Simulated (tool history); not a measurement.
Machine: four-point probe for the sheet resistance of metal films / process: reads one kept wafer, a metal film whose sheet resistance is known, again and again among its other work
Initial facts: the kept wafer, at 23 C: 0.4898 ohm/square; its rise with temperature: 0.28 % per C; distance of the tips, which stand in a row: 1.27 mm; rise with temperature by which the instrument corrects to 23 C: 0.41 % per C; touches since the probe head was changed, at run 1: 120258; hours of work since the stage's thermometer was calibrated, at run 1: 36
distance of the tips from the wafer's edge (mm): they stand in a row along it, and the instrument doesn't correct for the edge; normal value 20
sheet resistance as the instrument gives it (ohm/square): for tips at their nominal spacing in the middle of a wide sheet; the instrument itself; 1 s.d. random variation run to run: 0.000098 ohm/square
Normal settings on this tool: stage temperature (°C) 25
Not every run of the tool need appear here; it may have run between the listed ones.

run   hour  stage temperature (°C)  distance of the tips from the wafer's edge (mm)  touches since the probe head was changed  hours of work since the stage's thermometer was calibrated  sheet resistance as the instrument gives it (ohm/square)
  1    0.0                      25                                               20                                    120258                                                          36                                                  0.489712
  2   32.2                      25                                               20                                    121906                                                          56                                                  0.489684
  3   53.3                      25                                               20                                    122984                                                          69                                                  0.489849
  4   80.6                      25                                               20                                    124386                                                          86                                                  0.489728
  5  105.6                      25                                               20                                    125663                                                         101                                                  0.489780
  6  139.7                      25                                               20                                    127407                                                         122                                                  0.489678
  7  168.5                      25                                               20                                    128883                                                         140                                                  0.489731
  8  207.4                      25                                               20                                    130875                                                         164                                                  0.489625
     214.3  -- new probe head fitted
  9  233.8                      35                                               20                                       995                                                         179                                                  0.483660
 10  268.9                      25                                               18                                      2791                                                         201                                                  0.490041
 11  310.0                      21                                               20                                      4897                                                         226                                                  0.492215
 12  327.8                      21                                               20                                      5811                                                         237                                                  0.492102
 13  364.4                      21                                               20                                      7684                                                         260                                                  0.492152
 14  390.5                      21                                               20                                      9021                                                         276                                                  0.491881
 15  424.1                      25                                               20                                     10738                                                         296                                                  0.489609
 16  447.1                      27                                               20                                     11914                                                         310                                                  0.488402
 17  474.5                      27                                               20                                     13318                                                         327                                                  0.488383
 18  515.3                      23                                                8                                     15409                                                         352                                                  0.496421
 19  537.2                      23                                               20                                     16529                                                         366                                                  0.491024
 20  567.2                      19                                                3                                     18062                                                         384                                                  0.535347
 21  602.6                      34                                               41                                     19879                                                         406                                                  0.483673
 22  623.6                      26                                               24                                     20954                                                         419                                                  0.488651
 23  647.3                      18                                               20                                     22163                                                         433                                                  0.494003
 24  689.9                      23                                               18                                     24346                                                         460                                                  0.491162
 25  732.8                      23                                               18                                     26543                                                         486                                                  0.490961
 26  759.8                      34                                               14                                     27927                                                         503                                                  0.485396
 27  800.3                      18                                                4                                     29996                                                         527                                                  0.518318
 28  823.4                      23                                                4                                     31178                                                         542                                                  0.515066
 29  842.9                      20                                               34                                     32177                                                         554                                                  0.492151
 30  868.2                      24                                               11                                     33475                                                         569                                                  0.492592
 31  903.7                      25                                               60                                     35291                                                         591                                                  0.488736
 32  927.5                      32                                               16                                     36510                                                         606                                                  0.486163
 33  958.2                      32                                               16                                     38080                                                         624                                                  0.485967
 34  991.0                      20                                               74                                     39761                                                         645                                                  0.491824

Predict each of these 3 candidate next runs independently; none follows another, all start after run 34:
  A  1008.6                      22                                                5                                     40660                                                         655                                                         ?
  B  1008.6                      33                                               24                                     40660                                                         655                                                         ?
  C  1008.6                      27                                               17                                     40660                                                         655                                                         ?

run  sheet resistance as the instrument gives it (ohm/square)
  A                                                  0.506828
  B                                                  0.484432
  C                                                  0.488908
With the hidden condition removed and each run's random variation left untouched, the same runs would have given:
run  sheet resistance as the instrument gives it (ohm/square)
  A                                                  0.506815
  B                                                  0.484420
  C                                                  0.488895

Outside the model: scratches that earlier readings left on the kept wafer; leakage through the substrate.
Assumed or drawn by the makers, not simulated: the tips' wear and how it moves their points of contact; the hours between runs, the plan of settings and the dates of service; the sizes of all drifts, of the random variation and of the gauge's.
